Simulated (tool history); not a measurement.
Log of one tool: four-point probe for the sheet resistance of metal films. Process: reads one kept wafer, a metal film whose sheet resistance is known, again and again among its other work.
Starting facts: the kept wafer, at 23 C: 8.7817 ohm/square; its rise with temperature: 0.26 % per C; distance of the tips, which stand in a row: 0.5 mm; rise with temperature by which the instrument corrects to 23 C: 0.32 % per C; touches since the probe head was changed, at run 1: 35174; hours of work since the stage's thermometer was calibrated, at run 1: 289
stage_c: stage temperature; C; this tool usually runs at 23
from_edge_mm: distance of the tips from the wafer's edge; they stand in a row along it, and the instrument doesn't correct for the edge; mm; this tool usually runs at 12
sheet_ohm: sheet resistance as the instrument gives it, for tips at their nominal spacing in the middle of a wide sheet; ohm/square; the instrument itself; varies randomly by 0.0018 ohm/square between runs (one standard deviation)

run    hour  stage_c  from_edge_mm  touches since the probe head was changed  hours of work since the stage's thermometer was calibrated  sheet_ohm
  1     0.0       23            12                                     35174                                                         289   8.802168
  2    58.9       21            12                                     37058                                                         324   8.812020
  3    89.5       21            12                                     38039                                                         343   8.811848
  4   124.1       21            12                                     39145                                                         364   8.808555
  5   170.4       23             6                                     40628                                                         392   8.825530
  6   210.9       23             5                                     41922                                                         416   8.838743
  7   239.5       23            18                                     42839                                                         434   8.796704
  8   265.2       23            12                                     43661                                                         449   8.798333
  9   313.1       23            12                                     45194                                                         478   8.799197
 10   367.3       23            12                                     46928                                                         511   8.798665
 11   407.4       23            12                                     48212                                                         535   8.796594
 12   442.5       23             6                                     49332                                                         556   8.822873
 13   493.8       23            11                                     50975                                                         587   8.795333
 14   522.1       23            12                                     51881                                                         605   8.790818
 15   547.5       23            12                                     52693                                                         620   8.790798
 16   606.6       23            12                                     54585                                                         656   8.791403
 17   647.7       29            12                                     55899                                                         681   8.761771
 18   708.1       22             5                                     57833                                                         717   8.836699
 19   762.1       27            27                                     59559                                                         750   8.761814
 20   791.1       21            12                                     60489                                                         767   8.799696
 21   838.0       28             3                                     61989                                                         796   8.883459
 22   882.8       21            10                                     63422                                                         823   8.799243
 23   932.2       23            72                                     65002                                                         853   8.775435
 24   972.3       19             4                                     66285                                                         877   8.869759
 25  1008.4       26            12                                     67441                                                         899   8.770297
 26  1049.1       26            30                                     68745                                                         924   8.762020

Estimate the outcome of run 27 from the log above:
 27  1082.7       19             5                                     69820                                                         944          ?

{"run 27": {"sheet_ohm": 8.841184}}
On a tool with no hidden condition, and with the same random variation, this run would have come out at sheet_ohm 8.848256 ohm/square.
